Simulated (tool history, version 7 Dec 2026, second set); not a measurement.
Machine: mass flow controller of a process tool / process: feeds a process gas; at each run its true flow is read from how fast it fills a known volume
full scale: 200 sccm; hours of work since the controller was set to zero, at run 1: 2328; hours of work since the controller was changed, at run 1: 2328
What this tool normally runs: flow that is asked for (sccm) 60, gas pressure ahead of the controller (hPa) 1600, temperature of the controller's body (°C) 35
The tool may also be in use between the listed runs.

run   hour  flow that is asked for (sccm)  gas pressure ahead of the controller (hPa)  temperature of the controller's body (°C)  hours of work since the controller was set to zero  hours of work since the controller was changed  true flow (%)
  1    0.0                             60                                        1600                                         35                                                2328                                            2328          96.68
  2   91.3                             60                                        1600                                         35                                                2376                                            2376          96.72
  3  139.2                             60                                        2070                                         35                                                2402                                            2402          96.46
  4  190.7                             60                                        1600                                         35                                                2429                                            2429          96.52
  5  243.1                             60                                        1600                                         21                                                2457                                            2457          95.56
  6  325.8                             60                                        1600                                         21                                                2500                                            2500          95.77
  7  418.2                             60                                        1600                                         21                                                2549                                            2549          95.77
  8  477.9                             60                                        1600                                         21                                                2581                                            2581          95.60
  9  554.5                             60                                        1630                                         37                                                2621                                            2621          96.63
 10  653.5                             41                                        1630                                         28                                                2673                                            2673          94.95
 11  755.4                             67                                        2400                                         23                                                2727                                            2727          95.60
 12  801.2                             33                                        2400                                         32                                                2751                                            2751          94.28
 13  911.1                             40                                        1600                                         40                                                2809                                            2809          95.45

How would selected steps in true flow (%) from run to run divide? Give the signed amount a tool lacking its hidden state would still show from settings, what came in and random variation, and the signed amount left for the hidden state, including any gauge scatter that is not in both of the compared results.
The hidden state here: flow at rest that the sensor doesn't see, % of full scale; true flow over the shown one, %; drift of the gauge itself on true_pct, %.
Run 9 -> 10: flow that is asked for (sccm) 60 -> 41, temperature of the controller's body (°C) 37 -> 28. true flow (%) -1.68: hidden state -0.84, all else -0.84.
Run 11 -> 12: flow that is asked for (sccm) 67 -> 33, temperature of the controller's body (°C) 23 -> 32. true flow (%) -1.32: hidden state -1.64, all else +0.32.
